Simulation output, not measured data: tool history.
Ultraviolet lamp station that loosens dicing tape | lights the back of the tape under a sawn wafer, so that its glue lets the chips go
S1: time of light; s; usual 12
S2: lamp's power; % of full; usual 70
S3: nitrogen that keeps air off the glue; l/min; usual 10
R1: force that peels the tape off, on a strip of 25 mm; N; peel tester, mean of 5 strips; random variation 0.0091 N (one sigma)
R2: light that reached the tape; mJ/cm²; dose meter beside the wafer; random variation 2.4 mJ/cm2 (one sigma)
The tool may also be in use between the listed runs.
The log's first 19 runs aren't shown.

{"run": 20, "hour": 246.4, "S1": 12, "S2": 70, "S3": 10, "R1": 0.483, "R2": 224}
{"run": 21, "hour": 258.3, "S1": 12, "S2": 70, "S3": 10, "R1": 0.482, "R2": 222}
{"run": 22, "hour": 273.4, "S1": 12, "S2": 70, "S3": 17, "R1": 0.352, "R2": 221}
{"hour": 274.6, "done": "window cleaned of glue's vapour"}
{"run": 23, "hour": 281.5, "S1": 17, "S2": 95, "S3": 17, "R1": 0.229, "R2": 404}
{"run": 24, "hour": 296.8, "S1": 12, "S2": 98, "S3": 13, "R1": 0.296, "R2": 295}
{"run": 25, "hour": 305.0, "S1": 12, "S2": 62, "S3": 13, "R1": 0.571, "R2": 183}
{"run": 26, "hour": 315.3, "S1": 12, "S2": 64, "S3": 6, "R1": 0.896, "R2": 186}
{"run": 27, "hour": 323.4, "S1": 12, "S2": 64, "S3": 6, "R1": 0.921, "R2": 185}
{"run": 28, "hour": 334.6, "S1": 16, "S2": 70, "S3": 8, "R1": 0.418, "R2": 276}
{"run": 29, "hour": 350.0, "S1": 16, "S2": 70, "S3": 8, "R1": 0.416, "R2": 270}
{"run": 30, "hour": 358.7, "S1": 6, "S2": 98, "S3": 11, "R1": 0.931, "R2": 144}
{"run": 31, "hour": 372.4, "S1": 6, "S2": 98, "S3": 12, "R1": 0.901, "R2": 144}
{"hour": 375.9, "done": "window cleaned of glue's vapour, once more"}
{"run": 32, "hour": 386.1, "S1": 6, "S2": 70, "S3": 5, "R1": 1.825, "R2": 123}
{"run": 33, "hour": 401.8, "S1": 6, "S2": 70, "S3": 5, "R1": 1.744, "R2": 125}
{"run": 34, "hour": 418.2, "S1": 15, "S2": 64, "S3": 19, "R1": 0.272, "R2": 284}
{"run": 35, "hour": 427.7, "S1": 15, "S2": 64, "S3": 19, "R1": 0.272, "R2": 278}
{"run": 36, "hour": 435.4, "S1": 15, "S2": 64, "S3": 19, "R1": 0.272, "R2": 282}
{"run": 37, "hour": 448.6, "S1": 15, "S2": 64, "S3": 19, "R1": 0.27, "R2": 281}
{"run": 38, "hour": 457.7, "S1": 11, "S2": 90, "S3": 10, "R1": 0.342, "R2": 286}
{"run": 39, "hour": 474.3, "S1": 11, "S2": 90, "S3": 10, "R1": 0.323, "R2": 286}
{"run": 40, "hour": 489.1, "S1": 17, "S2": 71, "S3": 14, "R1": 0.258, "R2": 347}
{"run": 41, "hour": 499.9, "S1": 12, "S2": 89, "S3": 14, "R1": 0.271, "R2": 306}
{"run": 42, "hour": 514.6, "S1": 21, "S2": 74, "S3": 19, "R1": 0.229, "R2": 439}
{"run": 43, "hour": 527.9, "S1": 12, "S2": 81, "S3": 10, "R1": 0.36, "R2": 275}

4 ways to go on from here, each from the tool as it stands after run 43. What would each give?
{"run": "A", "hour": 535.1, "S1": 12, "S2": 69, "S3": 10, "R1": "?", "R2": "?"}
{"run": "B", "hour": 535.1, "S1": 12, "S2": 67, "S3": 11, "R1": "?", "R2": "?"}
{"run": "C", "hour": 535.1, "S1": 23, "S2": 70, "S3": 10, "R1": "?", "R2": "?"}
{"run": "D", "hour": 535.1, "S1": 20, "S2": 70, "S3": 10, "R1": "?", "R2": "?"}

run=A R1=0.443 R2=235
run=B R1=0.435 R2=232
run=C R1=0.233 R2=456
run=D R1=0.252 R2=399
Without the tool's hidden state the same runs would have given:
run=A R1=0.392 R2=255
run=B R1=0.386 R2=251
run=C R1=0.229 R2=494
run=D R1=0.244 R2=432
